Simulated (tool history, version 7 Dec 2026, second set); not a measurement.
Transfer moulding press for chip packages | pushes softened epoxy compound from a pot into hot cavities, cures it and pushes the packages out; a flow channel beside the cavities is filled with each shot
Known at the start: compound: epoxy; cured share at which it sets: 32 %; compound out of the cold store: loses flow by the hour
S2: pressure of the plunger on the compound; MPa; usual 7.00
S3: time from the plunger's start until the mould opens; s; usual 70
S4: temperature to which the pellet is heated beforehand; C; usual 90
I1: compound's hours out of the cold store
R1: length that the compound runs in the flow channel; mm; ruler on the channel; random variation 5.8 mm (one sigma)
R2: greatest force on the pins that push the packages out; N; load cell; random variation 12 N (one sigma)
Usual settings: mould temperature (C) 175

run 1 hour=0.0 | mould_temperature_(C)=175 S2=7.00 S3=70 S4=90 | I1=24.1 | R1=909 R2=758
run 2 hour=6.6 | mould_temperature_(C)=176 S2=7.00 S3=70 S4=90 | I1=33.5 | R1=888 R2=755
run 3 hour=15.6 | mould_temperature_(C)=176 S2=7.00 S3=70 S4=90 | I1=38.7 | R1=879 R2=837
-- hour=19.4 cavities cleaned with cleaning compound and waxed
run 4 hour=22.8 | mould_temperature_(C)=176 S2=8.10 S3=70 S4=90 | I1=19.8 | R1=988 R2=586
run 5 hour=26.9 | mould_temperature_(C)=176 S2=8.10 S3=70 S4=90 | I1=34.2 | R1=931 R2=615
run 6 hour=36.1 | mould_temperature_(C)=175 S2=7.00 S3=70 S4=90 | I1=28.5 | R1=888 R2=806
run 7 hour=42.9 | mould_temperature_(C)=175 S2=7.00 S3=70 S4=90 | I1=42.4 | R1=866 R2=866
-- hour=50.8 cavities cleaned with cleaning compound and waxed
run 8 hour=51.4 | mould_temperature_(C)=175 S2=7.38 S3=70 S4=90 | I1=20.4 | R1=936 R2=604
run 9 hour=55.2 | mould_temperature_(C)=175 S2=7.38 S3=70 S4=90 | I1=46.8 | R1=880 R2=636
run 10 hour=63.2 | mould_temperature_(C)=175 S2=7.00 S3=70 S4=90 | I1=17.5 | R1=925 R2=763
run 11 hour=68.5 | mould_temperature_(C)=175 S2=7.00 S3=70 S4=90 | I1=47.6 | R1=850 R2=783
run 12 hour=73.7 | mould_temperature_(C)=175 S2=7.00 S3=70 S4=90 | I1=35.6 | R1=866 R2=853
run 13 hour=77.7 | mould_temperature_(C)=175 S2=7.00 S3=70 S4=90 | I1=47.8 | R1=842 R2=855
-- hour=81.8 cavities cleaned with cleaning compound and waxed
run 14 hour=86.9 | mould_temperature_(C)=175 S2=7.00 S3=70 S4=90 | I1=18.9 | R1=911 R2=655
run 15 hour=93.8 | mould_temperature_(C)=169 S2=7.00 S3=75 S4=90 | I1=45.7 | R1=873 R2=912
run 16 hour=100.1 | mould_temperature_(C)=169 S2=7.00 S3=75 S4=90 | I1=38.7 | R1=883 R2=1000
run 17 hour=104.1 | mould_temperature_(C)=173 S2=7.00 S3=66 S4=90 | I1=11.2 | R1=939 R2=1172
run 18 hour=109.7 | mould_temperature_(C)=180 S2=7.00 S3=70 S4=90 | I1=29.9 | R1=864 R2=717
-- hour=113.0 cavities cleaned with cleaning compound and waxed
run 19 hour=117.3 | mould_temperature_(C)=180 S2=7.00 S3=70 S4=90 | I1=23.3 | R1=872 R2=498
run 20 hour=126.5 | mould_temperature_(C)=170 S2=7.95 S3=70 S4=91 | I1=29.6 | R1=957 R2=1070
run 21 hour=132.7 | mould_temperature_(C)=170 S2=7.95 S3=70 S4=91 | I1=46.3 | R1=917 R2=1093
run 22 hour=141.6 | mould_temperature_(C)=173 S2=6.94 S3=73 S4=98 | I1=11.7 | R1=919 R2=898
-- hour=144.3 cavities cleaned with cleaning compound and waxed
run 23 hour=151.7 | mould_temperature_(C)=175 S2=7.39 S3=79 S4=90 | I1=37.5 | R1=882 R2=555
run 24 hour=156.1 | mould_temperature_(C)=175 S2=7.39 S3=79 S4=90 | I1=14.5 | R1=931 R2=568
run 25 hour=165.3 | mould_temperature_(C)=175 S2=7.39 S3=63 S4=83 | I1=36.7 | R1=878 R2=1121
-- hour=175.3 cavities cleaned with cleaning compound and waxed
run 26 hour=175.6 | mould_temperature_(C)=180 S2=5.56 S3=72 S4=93 | I1=31.6 | R1=759 R2=445
-- hour=183.7 plunger's sealing rings changed
run 27 hour=187.2 | mould_temperature_(C)=175 S2=7.00 S3=70 S4=85 | I1=17.8 | R1=956 R2=740

Forecast each of these 3 alternatives for the next run:
run A hour=194.2 | mould_temperature_(C)=175 S2=7.00 S3=60 S4=85 | I1=32.5 | R1=? R2=?
run B hour=194.2 | mould_temperature_(C)=175 S2=7.00 S3=61 S4=85 | I1=12.1 | R1=? R2=?
run C hour=194.2 | mould_temperature_(C)=175 S2=7.00 S3=99 S4=90 | I1=20.1 | R1=? R2=?

run=A R1=926 R2=1201
run=B R1=978 R2=1156
run=C R1=941 R2=560
Without the tool's hidden state the same runs would have given:
run=A R1=930 R2=899
run=B R1=981 R2=863
run=C R1=945 R2=409
